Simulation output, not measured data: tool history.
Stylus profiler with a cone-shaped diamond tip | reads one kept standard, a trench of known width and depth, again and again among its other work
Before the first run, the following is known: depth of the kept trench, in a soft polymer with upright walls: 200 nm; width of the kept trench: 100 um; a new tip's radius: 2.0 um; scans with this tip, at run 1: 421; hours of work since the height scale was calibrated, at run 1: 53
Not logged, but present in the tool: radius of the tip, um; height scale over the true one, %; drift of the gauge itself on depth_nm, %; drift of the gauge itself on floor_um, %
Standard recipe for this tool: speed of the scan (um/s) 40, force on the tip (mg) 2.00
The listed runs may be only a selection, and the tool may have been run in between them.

run,hour,speed of the scan (um/s),force on the tip (mg),scans with this tip,hours of work since the height scale was calibrated,depth of the trench (Å),width of the trench's floor (µm)
1,0.0,40,2.00,421,53,2016.7,98.10
2,22.1,40,5.80,549,69,2034.6,98.16
3,50.6,40,5.80,713,89,2036.4,98.13
4,75.4,40,5.80,856,107,2034.2,98.08
5,101.8,139,2.00,1009,126,2017.5,97.75
6,135.2,58,2.00,1201,150,2017.7,98.01
7,151.8,58,2.00,1297,162,2016.1,98.02
8,179.2,39,2.00,1455,182,2017.3,98.03
9,211.7,39,2.00,1643,205,2018.0,98.06
10,231.3,40,2.00,1755,219,2017.5,98.05
11,253.0,29,4.60,1881,235,2029.3,98.08
12,285.7,132,4.60,2069,259,2030.6,97.92
13,305.6,132,0.99,2184,273,2013.1,97.54
14,339.0,36,3.71,2376,297,2026.7,98.06
15,357.9,51,4.29,2486,311,2028.7,98.05
16,392.4,51,4.29,2685,336,2031.6,98.04
17,423.7,51,1.47,2865,358,2016.3,97.94
18,454.5,51,1.47,3043,380,2015.1,97.91
19,475.5,51,1.47,3164,396,2011.7,97.89
20,503.6,51,1.47,3326,416,2015.5,97.98

Consider 3 possible next runs. They are alternatives, not a sequence: every one starts from the tool as it was left by run 20. What does each give?
A,524.7,17,4.48,3448,431,?,?
B,524.7,40,0.76,3448,431,?,?
C,524.7,45,2.00,3448,431,?,?

run,depth of the trench (Å),width of the trench's floor (µm)
A,2029.4,98.08
B,2009.8,97.89
C,2019.8,97.97
Take away the tool's hidden state, keep each run's random variation, and the runs would have read:
run,depth of the trench (Å),width of the trench's floor (µm)
A,2027.0,98.20
B,2007.3,98.01
C,2017.4,98.09
